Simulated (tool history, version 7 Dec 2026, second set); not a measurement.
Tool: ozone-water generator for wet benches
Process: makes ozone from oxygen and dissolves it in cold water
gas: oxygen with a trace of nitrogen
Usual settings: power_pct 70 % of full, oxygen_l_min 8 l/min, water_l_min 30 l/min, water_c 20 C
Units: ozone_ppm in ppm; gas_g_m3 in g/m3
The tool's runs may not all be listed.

Run 1, hour 0: usual settings. Result: ozone_ppm 22.8 ppm, gas_g_m3 194.1 g/m3.
Run 2, hour 107.8: usual settings. Result: ozone_ppm 22.9 ppm, gas_g_m3 197.5 g/m3.
Run 3, hour 219.9: usual settings. Result: ozone_ppm 23.1 ppm, gas_g_m3 196.5 g/m3.
Run 4, hour 301.9: usual settings. Result: ozone_ppm 22.6 ppm, gas_g_m3 199.1 g/m3.
Run 5, hour 355.3: usual settings but water_l_min 21 l/min. Result: ozone_ppm 29.6 ppm, gas_g_m3 195.3 g/m3.
Run 6, hour 417.1: usual settings but water_c 16 C. Result: ozone_ppm 24.5 ppm, gas_g_m3 195.7 g/m3.
Run 7, hour 487.2: usual settings but water_c 16 C. Result: ozone_ppm 24.5 ppm, gas_g_m3 197.2 g/m3.
Run 8, hour 581.1: usual settings but water_l_min 41 l/min, water_c 16 C. Result: ozone_ppm 18.4 ppm, gas_g_m3 196.5 g/m3.
Run 9, hour 684.9: usual settings but water_l_min 41 l/min, water_c 16 C. Result: ozone_ppm 18.4 ppm, gas_g_m3 196.1 g/m3.
Run 10, hour 757.1: usual settings but oxygen_l_min 7.92 l/min. Result: ozone_ppm 22.8 ppm, gas_g_m3 197.6 g/m3.
Run 11, hour 847.2: usual settings but water_c 17 C. Result: ozone_ppm 24.1 ppm, gas_g_m3 196.6 g/m3.
Run 12, hour 935.4: usual settings but water_c 17 C. Result: ozone_ppm 24.1 ppm, gas_g_m3 198 g/m3.
Run 13, hour 1009.9: usual settings but water_c 15 C. Result: ozone_ppm 25 ppm, gas_g_m3 198.2 g/m3.
Run 14, hour 1090: usual settings. Result: ozone_ppm 23.1 ppm, gas_g_m3 195.6 g/m3.
Run 15, hour 1175.4: usual settings but water_c 23 C. Result: ozone_ppm 21.9 ppm, gas_g_m3 198.1 g/m3.
Run 16, hour 1224.8: usual settings but water_c 23 C. Result: ozone_ppm 22 ppm, gas_g_m3 196.3 g/m3.
Run 17, hour 1283.9: usual settings but oxygen_l_min 12.11 l/min, water_c 16 C. Result: ozone_ppm 23 ppm, gas_g_m3 149.4 g/m3.
At hour 1347.2: contactor cleaned.
Run 18, hour 1396.6: usual settings but power_pct 56 % of full, oxygen_l_min 8.82 l/min, water_l_min 19 l/min, water_c 16 C. Result: ozone_ppm 27.7 ppm, gas_g_m3 154.1 g/m3.
Run 19, hour 1445.9: usual settings but power_pct 62 % of full, water_l_min 37 l/min. Result: ozone_ppm 17.7 ppm, gas_g_m3 177.3 g/m3.
Run 20, hour 1507.3: usual settings but power_pct 62 % of full, water_l_min 37 l/min. Result: ozone_ppm 17.3 ppm, gas_g_m3 178.8 g/m3.
Run 21, hour 1570: usual settings but power_pct 55 % of full, oxygen_l_min 7.37 l/min, water_l_min 25 l/min. Result: ozone_ppm 22.1 ppm, gas_g_m3 170.9 g/m3.
Run 22, hour 1639.6: usual settings but power_pct 41 % of full, oxygen_l_min 13.9 l/min, water_l_min 25 l/min. Result: ozone_ppm 15.1 ppm, gas_g_m3 89.6 g/m3.
Run 23, hour 1713.3: usual settings but water_l_min 23 l/min, water_c 23 C. Result: ozone_ppm 26.6 ppm, gas_g_m3 198.2 g/m3.
Run 24, hour 1780.2: usual settings but power_pct 60 % of full, oxygen_l_min 5.22 l/min, water_l_min 48 l/min, water_c 13 C. Result: ozone_ppm 13.8 ppm, gas_g_m3 228.8 g/m3.
Run 25, hour 1867.7: usual settings but power_pct 72 % of full, water_c 19 C. Result: ozone_ppm 24.1 ppm, gas_g_m3 201.5 g/m3.
Run 26, hour 1913.6: usual settings but power_pct 72 % of full, water_c 19 C. Result: ozone_ppm 23.9 ppm, gas_g_m3 200.8 g/m3.
Run 27, hour 2020.2: usual settings but power_pct 72 % of full, water_c 19 C. Result: ozone_ppm 24 ppm, gas_g_m3 201 g/m3.
Run 28, hour 2132.9: usual settings but power_pct 44 % of full, water_l_min 36 l/min, water_c 13 C. Result: ozone_ppm 14.7 ppm, gas_g_m3 134.9 g/m3.
Run 29, hour 2186.4: usual settings but power_pct 44 % of full, water_l_min 36 l/min, water_c 13 C. Result: ozone_ppm 14.6 ppm, gas_g_m3 134.9 g/m3.

Forecast each of these 3 alternatives for the next run:
Run A, hour 2271.7: usual settings but power_pct 71 % of full, water_l_min 36 l/min, water_c 13 C. Result: ozone_ppm ?, gas_g_m3 ?.
Run B, hour 2271.7: usual settings but power_pct 45 % of full, water_l_min 29 l/min, water_c 21 C. Result: ozone_ppm ?, gas_g_m3 ?.
Run C, hour 2271.7: usual settings but power_pct 55 % of full, water_l_min 43 l/min, water_c 15 C. Result: ozone_ppm ?, gas_g_m3 ?.

run  ozone_ppm  gas_g_m3
  A       21.5     199.8
  B       16.3     136.3
  C       14.4     161.2
Without the tool's hidden state the same runs would have given:
run  ozone_ppm  gas_g_m3
  A       21.5     200.3
  B       16.3     136.5
  C       14.5     161.4
